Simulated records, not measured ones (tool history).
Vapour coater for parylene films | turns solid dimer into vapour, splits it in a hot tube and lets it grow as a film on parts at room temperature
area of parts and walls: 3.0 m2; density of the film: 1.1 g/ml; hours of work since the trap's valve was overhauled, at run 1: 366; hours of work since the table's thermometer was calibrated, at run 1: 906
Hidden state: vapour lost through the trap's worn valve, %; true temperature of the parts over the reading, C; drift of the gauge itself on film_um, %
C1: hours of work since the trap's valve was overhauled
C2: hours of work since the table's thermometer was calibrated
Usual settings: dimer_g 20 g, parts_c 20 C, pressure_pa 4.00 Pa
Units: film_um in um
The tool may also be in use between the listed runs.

Run 1, day 0.000: usual settings; C1 366; C2 906. Result: film_um 3.39 um.
Run 2, day 2.642: usual settings; C1 415; C2 956. Result: film_um 3.41 um.
Run 3, day 5.104: usual settings but dimer_g 15 g; C1 462; C2 1002. Result: film_um 2.55 um.
At day 5.842: trap's valve overhauled.
Run 4, day 6.479: usual settings but parts_c 22 C; C1 12; C2 1024. Result: film_um 3.32 um.
Run 5, day 8.783: usual settings but parts_c 22 C; C1 55; C2 1068. Result: film_um 3.37 um.
Run 6, day 11.175: usual settings but dimer_g 25 g; C1 100; C2 1112. Result: film_um 4.29 um.
Run 7, day 12.725: usual settings but dimer_g 25 g, pressure_pa 8.87 Pa; C1 129; C2 1141. Result: film_um 3.92 um.
Run 8, day 15.367: usual settings but dimer_g 10 g; C1 178; C2 1191. Result: film_um 1.74 um.
Run 9, day 17.862: usual settings but dimer_g 10 g, pressure_pa 6.63 Pa; C1 225; C2 1238. Result: film_um 1.57 um.
Run 10, day 20.629: usual settings but dimer_g 10 g, pressure_pa 6.63 Pa; C1 277; C2 1289. Result: film_um 1.64 um.
Run 11, day 22.346: usual settings but parts_c 17 C; C1 309; C2 1322. Result: film_um 3.60 um.
Run 12, day 24.004: usual settings but parts_c 17 C; C1 340; C2 1353. Result: film_um 3.67 um.
Run 13, day 26.054: usual settings but dimer_g 18 g, parts_c 17 C; C1 379; C2 1391. Result: film_um 3.25 um.
Run 14, day 28.896: usual settings but dimer_g 18 g, parts_c 17 C; C1 432; C2 1444. Result: film_um 3.28 um.
At day 30.283: table's thermometer calibrated.
Run 15, day 30.333: usual settings but dimer_g 11 g; C1 458; C2 1. Result: film_um 1.93 um.
At day 31.346: trap's valve overhauled.
Run 16, day 32.925: usual settings but parts_c 16 C; C1 30; C2 46. Result: film_um 3.69 um.
Run 17, day 34.533: usual settings but parts_c 16 C; C1 60; C2 76. Result: film_um 3.67 um.
Run 18, day 37.396: usual settings but parts_c 16 C; C1 113; C2 130. Result: film_um 3.64 um.
Run 19, day 40.129: usual settings but parts_c 16 C; C1 164; C2 181. Result: film_um 3.68 um.
Run 20, day 42.996: usual settings but dimer_g 19 g, parts_c 26 C, pressure_pa 6.30 Pa; C1 218; C2 235. Result: film_um 2.82 um.
Run 21, day 45.067: usual settings but dimer_g 19 g, parts_c 26 C, pressure_pa 6.30 Pa; C1 257; C2 274. Result: film_um 2.82 um.
Run 22, day 47.804: usual settings but dimer_g 23 g, parts_c 18 C, pressure_pa 3.37 Pa; C1 308; C2 325. Result: film_um 4.21 um.
Run 23, day 49.108: usual settings but dimer_g 26 g, parts_c 14 C, pressure_pa 10.86 Pa; C1 333; C2 349. Result: film_um 4.35 um.
Run 24, day 50.350: usual settings but dimer_g 26 g, parts_c 14 C, pressure_pa 10.86 Pa; C1 356; C2 373. Result: film_um 4.33 um.
Run 25, day 52.129: usual settings but dimer_g 11 g, parts_c 14 C, pressure_pa 2.27 Pa; C1 389; C2 406. Result: film_um 2.26 um.
Run 26, day 55.079: usual settings but dimer_g 11 g, parts_c 14 C, pressure_pa 2.27 Pa; C1 444; C2 461. Result: film_um 2.23 um.
At day 56.633: trap's valve overhauled.
Run 27, day 56.662: usual settings but dimer_g 18 g, parts_c 22 C, pressure_pa 2.27 Pa; C1 1; C2 488. Result: film_um 3.21 um.
Run 28, day 58.067: usual settings but dimer_g 14 g, pressure_pa 4.54 Pa; C1 27; C2 514. Result: film_um 2.39 um.
Run 29, day 59.492: usual settings but dimer_g 14 g, pressure_pa 4.54 Pa; C1 54; C2 541. Result: film_um 2.38 um.
Run 30, day 62.350: usual settings but dimer_g 14 g, pressure_pa 4.48 Pa; C1 107; C2 594. Result: film_um 2.35 um.
Run 31, day 63.642: usual settings but dimer_g 14 g, pressure_pa 4.48 Pa; C1 131; C2 618. Result: film_um 2.41 um.
Run 32, day 65.388: usual settings but dimer_g 13 g, parts_c 13 C; C1 164; C2 651. Result: film_um 2.50 um.
Run 33, day 68.296: usual settings but dimer_g 13 g, parts_c 28 C, pressure_pa 5.41 Pa; C1 218; C2 706. Result: film_um 1.87 um.
Run 34, day 69.771: usual settings but dimer_g 13 g, parts_c 28 C, pressure_pa 5.41 Pa; C1 246; C2 733. Result: film_um 1.92 um.
Run 35, day 72.288: usual settings but dimer_g 14 g, parts_c 28 C, pressure_pa 5.41 Pa; C1 293; C2 780. Result: film_um 2.04 um.
Run 36, day 74.254: usual settings but dimer_g 30 g, parts_c 24 C, pressure_pa 2.62 Pa; C1 330; C2 817. Result: film_um 5.17 um.
Run 37, day 76.762: usual settings but dimer_g 21 g, parts_c 25 C, pressure_pa 2.96 Pa; C1 377; C2 864. Result: film_um 3.52 um.
Run 38, day 79.525: usual settings but dimer_g 21 g, parts_c 25 C, pressure_pa 6.58 Pa; C1 429; C2 916. Result: film_um 3.10 um.

Hidden state at the last listed run before each entry between runs and at the first one after, where it differs:
Between runs 3 and 4: trap's valve overhauled (day 5.842)
  vapour lost through the trap's worn valve, %: 0.2 -> 0
Between runs 14 and 15: table's thermometer calibrated (day 30.283)
  vapour lost through the trap's worn valve, %: 0.2 -> 0.3; true temperature of the parts over the reading, C: -0.04 -> 0
Between runs 15 and 16: trap's valve overhauled (day 31.346)
  vapour lost through the trap's worn valve, %: 0.3 -> 0; true temperature of the parts over the reading, C: 0 -> -0.01
Between runs 26 and 27: trap's valve overhauled (day 56.633)
  vapour lost through the trap's worn valve, %: 0.2 -> 0; true temperature of the parts over the reading, C: -0.01 -> -0.02
